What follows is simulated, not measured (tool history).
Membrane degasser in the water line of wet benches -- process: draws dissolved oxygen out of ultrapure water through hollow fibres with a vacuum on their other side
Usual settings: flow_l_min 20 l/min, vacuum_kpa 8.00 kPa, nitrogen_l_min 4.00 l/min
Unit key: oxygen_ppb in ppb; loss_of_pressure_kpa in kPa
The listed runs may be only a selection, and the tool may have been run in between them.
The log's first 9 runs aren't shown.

run,hour,flow_l_min,vacuum_kpa,nitrogen_l_min,hours since the membrane was changed,hours since the vacuum gauge was calibrated,hours since the vacuum lines were made tight,oxygen_ppb,loss_of_pressure_kpa
10,907.7,20,8.00,4.59,3746,2875,2272,60.3,46.26
11,970.7,20,8.00,4.59,3809,2938,2335,61.0,46.14
12,1096.8,20,8.00,1.85,3936,3064,2461,136.6,46.59
13,1200.4,20,8.00,1.85,4039,3167,2565,135.8,46.56
14,1284.4,24,8.00,4.00,4123,3251,2649,90.2,55.82
15,1401.5,24,8.00,4.00,4240,3369,2766,90.5,56.29
# hour 1409.7: vacuum gauge calibrated
16,1493.8,24,8.00,4.00,4332,84,2858,85.5,55.92
17,1561.0,24,18.71,7.40,4399,151,2925,138.4,56.23
18,1691.2,24,18.71,7.40,4529,281,3055,138.9,56.44
19,1778.6,24,18.71,7.40,4617,369,3143,139.9,56.29
20,1886.7,20,12.36,11.59,4725,477,3251,46.4,46.91
21,1966.4,19,8.25,2.96,4805,557,3330,84.4,44.86
22,2057.5,21,9.92,3.92,4896,648,3421,97.5,49.47
23,2119.6,20,11.70,3.21,4958,710,3484,136.4,47.32
24,2228.7,20,11.88,8.14,5067,819,3593,61.0,47.40
# hour 2242.6: seals of the vacuum lines changed
25,2295.2,20,10.09,2.29,5131,884,53,148.3,47.26
26,2417.2,26,16.38,7.80,5253,1005,175,131.7,61.41
27,2529.1,26,16.38,7.80,5365,1117,286,131.2,61.57
28,2637.1,12,11.69,2.04,5473,1225,395,122.2,28.30
29,2766.8,22,10.20,2.04,5603,1355,524,189.5,51.98
30,2854.3,22,10.20,2.04,5690,1443,612,188.4,52.51
31,2990.4,27,8.00,5.62,5827,1579,748,87.7,64.45
32,3114.9,27,8.00,5.62,5951,1703,872,87.4,64.37

Predict each of these 4 candidate next runs independently; none follows another, all start after run 32:
A,3193.1,27,5.25,1.85,6029,1781,951,?,?
B,3193.1,20,5.10,2.10,6029,1781,951,?,?
C,3193.1,17,12.64,3.02,6029,1781,951,?,?
D,3193.1,17,8.00,4.00,6029,1781,951,?,?

run,oxygen_ppb,loss_of_pressure_kpa
A,105.2,64.66
B,54.6,47.86
C,132.8,40.62
D,54.8,40.54
Had the tool no hidden state, the same runs would have come out as:
run,oxygen_ppb,loss_of_pressure_kpa
A,87.2,59.86
B,46.7,44.29
C,128.0,37.60
D,51.1,37.52
